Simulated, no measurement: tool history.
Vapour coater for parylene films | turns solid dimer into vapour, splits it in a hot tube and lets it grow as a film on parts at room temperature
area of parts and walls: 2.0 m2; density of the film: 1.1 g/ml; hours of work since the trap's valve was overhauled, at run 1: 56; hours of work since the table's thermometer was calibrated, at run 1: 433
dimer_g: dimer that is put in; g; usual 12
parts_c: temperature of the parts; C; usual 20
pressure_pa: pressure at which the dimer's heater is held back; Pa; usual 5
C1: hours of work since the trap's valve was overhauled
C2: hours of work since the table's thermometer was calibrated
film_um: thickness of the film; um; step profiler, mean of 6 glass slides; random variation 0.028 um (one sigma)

run 1 hour=0 | dimer_g=12 parts_c=20 pressure_pa=5 | C1=56 C2=433 | film_um=3.78
run 2 hour=16.6 | dimer_g=12 parts_c=20 pressure_pa=5 | C1=66 C2=443 | film_um=3.77
run 3 hour=34.6 | dimer_g=12 parts_c=20 pressure_pa=5 | C1=77 C2=453 | film_um=3.78
run 4 hour=43.2 | dimer_g=12 parts_c=20 pressure_pa=5 | C1=82 C2=459 | film_um=3.74
run 5 hour=54.1 | dimer_g=12 parts_c=22 pressure_pa=5 | C1=88 C2=465 | film_um=3.59
run 6 hour=64.3 | dimer_g=12 parts_c=22 pressure_pa=5 | C1=94 C2=471 | film_um=3.59
run 7 hour=82.1 | dimer_g=12 parts_c=22 pressure_pa=5 | C1=105 C2=482 | film_um=3.63
run 8 hour=101.8 | dimer_g=12 parts_c=20 pressure_pa=2.56 | C1=116 C2=493 | film_um=3.87
run 9 hour=120.9 | dimer_g=12 parts_c=20 pressure_pa=2.56 | C1=128 C2=504 | film_um=3.89
run 10 hour=135 | dimer_g=12 parts_c=20 pressure_pa=5 | C1=136 C2=513 | film_um=3.71
run 11 hour=144.6 | dimer_g=12 parts_c=22 pressure_pa=5 | C1=142 C2=518 | film_um=3.59
run 12 hour=161.7 | dimer_g=12 parts_c=20 pressure_pa=3.86 | C1=152 C2=529 | film_um=3.78
run 13 hour=180.3 | dimer_g=12 parts_c=20 pressure_pa=5 | C1=163 C2=540 | film_um=3.77
run 14 hour=189.6 | dimer_g=12 parts_c=20 pressure_pa=9.34 | C1=168 C2=545 | film_um=3.58
run 15 hour=201.8 | dimer_g=12 parts_c=20 pressure_pa=9.34 | C1=175 C2=552 | film_um=3.58
run 16 hour=220 | dimer_g=12 parts_c=20 pressure_pa=9.34 | C1=186 C2=563 | film_um=3.6
run 17 hour=233.8 | dimer_g=12 parts_c=20 pressure_pa=9.34 | C1=194 C2=571 | film_um=3.6
run 18 hour=248.6 | dimer_g=12 parts_c=20 pressure_pa=9.34 | C1=203 C2=580 | film_um=3.56
run 19 hour=260.3 | dimer_g=12 parts_c=20 pressure_pa=2.06 | C1=210 C2=587 | film_um=3.97
run 20 hour=278.5 | dimer_g=17 parts_c=15 pressure_pa=5.18 | C1=221 C2=598 | film_um=5.82
run 21 hour=298 | dimer_g=8 parts_c=29 pressure_pa=5 | C1=232 C2=609 | film_um=2.08
-- hour=305.4 trap's valve overhauled
run 22 hour=312.2 | dimer_g=8 parts_c=29 pressure_pa=5 | C1=4 C2=615 | film_um=2.1
run 23 hour=331.7 | dimer_g=8 parts_c=29 pressure_pa=5 | C1=16 C2=627 | film_um=2.09
run 24 hour=344.8 | dimer_g=16 parts_c=30 pressure_pa=7.82 | C1=23 C2=634 | film_um=4.04
run 25 hour=354.6 | dimer_g=16 parts_c=30 pressure_pa=7.82 | C1=29 C2=640 | film_um=4.03
run 26 hour=372.3 | dimer_g=12 parts_c=26 pressure_pa=9.31 | C1=40 C2=651 | film_um=3.28
run 27 hour=391.5 | dimer_g=16 parts_c=23 pressure_pa=2.5 | C1=51 C2=662 | film_um=4.94
run 28 hour=408.3 | dimer_g=13 parts_c=18 pressure_pa=5 | C1=61 C2=672 | film_um=4.25
run 29 hour=427.8 | dimer_g=13 parts_c=18 pressure_pa=5 | C1=72 C2=683 | film_um=4.2
run 30 hour=441.4 | dimer_g=13 parts_c=18 pressure_pa=5 | C1=80 C2=691 | film_um=4.22
run 31 hour=458.7 | dimer_g=16 parts_c=16 pressure_pa=9.82 | C1=91 C2=702 | film_um=5.15
run 32 hour=471.8 | dimer_g=17 parts_c=32 pressure_pa=3.77 | C1=98 C2=709 | film_um=4.29
run 33 hour=490 | dimer_g=17 parts_c=32 pressure_pa=3.77 | C1=109 C2=720 | film_um=4.21

The next listed run, before its measurement:
run 34 hour=498.4 | dimer_g=17 parts_c=32 pressure_pa=3.77 | C1=114 C2=725 | film_um=?

Run 34 gave film_um 4.2 um.
Without the tool's hidden state the same run would have given film_um 4.21 um.
